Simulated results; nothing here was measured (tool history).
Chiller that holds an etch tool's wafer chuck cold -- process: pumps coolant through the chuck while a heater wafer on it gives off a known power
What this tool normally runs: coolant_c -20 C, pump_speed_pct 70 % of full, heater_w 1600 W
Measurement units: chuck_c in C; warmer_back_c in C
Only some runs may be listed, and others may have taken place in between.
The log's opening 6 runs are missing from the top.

run	hour	coolant_c	pump_speed_pct	heater_w	hours since the coolant was changed and the channels were flushed	hours since the pump was overhauled	hours since the chiller's thermometer was calibrated	chuck_c	warmer_back_c
7	168	-24	70	1600	1232	296	959	-9.3	5.74
8	207.6	-24	70	1600	1272	336	999	-9.3	5.81
9	227.5	-24	70	1600	1292	356	1019	-9.2	5.76
10	253.8	-24	70	1600	1318	382	1045	-9.4	5.83
11	288.8	-20	70	1600	1353	417	1080	-5.3	5.74
12	308	-20	70	1600	1372	436	1099	-5.2	5.78
13	334.2	-20	70	1600	1398	462	1125	-5.1	5.78
14	370.9	-20	70	1600	1435	499	1162	-5.3	5.77
15	391.5	-20	70	1600	1455	519	1183	-5.3	5.78
16	411.8	-20	70	1600	1476	540	1203	-5.1	5.76
17	437.7	-26	90	829	1502	566	1229	-19.7	2.36
18	464	-27	89	1007	1528	592	1255	-19.6	2.83
19	489.8	-14	69	1041	1554	618	1281	-4.1	3.83
20	515.4	-14	69	1041	1579	643	1307	-4.1	3.77
21	549.2	-14	69	1041	1613	677	1340	-4.1	3.85

Run 22 has not been measured yet. What should we expect?
22	581.8	-12	66	1549	1646	710	1373	?	?

chuck_c: 3.2 C
warmer_back_c: 6.02 C
On a tool with no hidden condition, and with the same random variation, this run would have come out at chuck_c 2.5 C, warmer_back_c 5.93 C.
